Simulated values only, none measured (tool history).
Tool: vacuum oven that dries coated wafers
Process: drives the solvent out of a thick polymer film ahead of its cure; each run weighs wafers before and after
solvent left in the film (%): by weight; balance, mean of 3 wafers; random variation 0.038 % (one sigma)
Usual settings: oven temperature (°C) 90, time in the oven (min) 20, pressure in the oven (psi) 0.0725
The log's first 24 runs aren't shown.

run,hour,oven temperature (°C),time in the oven (min),pressure in the oven (psi),solvent left in the film (%)
25,1170.7,104,17,0.182,0.49
26,1231.4,77,13,0.2554,10.51
# hour 1238.1: oven's thermocouples calibrated
27,1268.8,90,17,0.0598,3.47
28,1322.4,88,23,0.0725,2.72
29,1378.6,88,23,0.0725,2.72
30,1412.6,88,31,0.0418,1.48
31,1448.9,88,12,0.0418,6.44
32,1481.5,88,12,0.0418,6.46
33,1540.8,88,12,0.0418,6.48
34,1577,90,11,0.1501,6.32
# hour 1587.8: oven's thermocouples calibrated, once more
35,1621.3,90,12,0.1962,4.06
36,1665,93,12,0.0965,2.86
37,1718.3,92,18,0.1131,1.56
38,1753,90,20,0.1794,1.83
39,1812.8,75,27,0.0557,5.21
40,1874.2,75,34,0.0557,3.89
41,1925.9,103,14,0.0466,0.46
42,1988.6,103,14,0.0466,0.46
43,2041.1,90,27,0.0725,0.81
44,2091.2,90,27,0.0725,0.81
45,2146.7,90,27,0.0725,0.81
46,2208,78,20,0.0725,6.02

Forecast each of these 4 alternatives for the next run:
A,2268.6,78,20,0.1092,?
B,2268.6,92,18,0.1729,?
C,2268.6,90,25,0.1681,?
D,2268.6,90,20,0.0557,?

run,solvent left in the film (%)
A,6.05
B,1.75
C,1.2
D,1.65
Without the tool's hidden state the same runs would have given:
run,solvent left in the film (%)
A,5.62
B,1.52
C,1.01
D,1.41
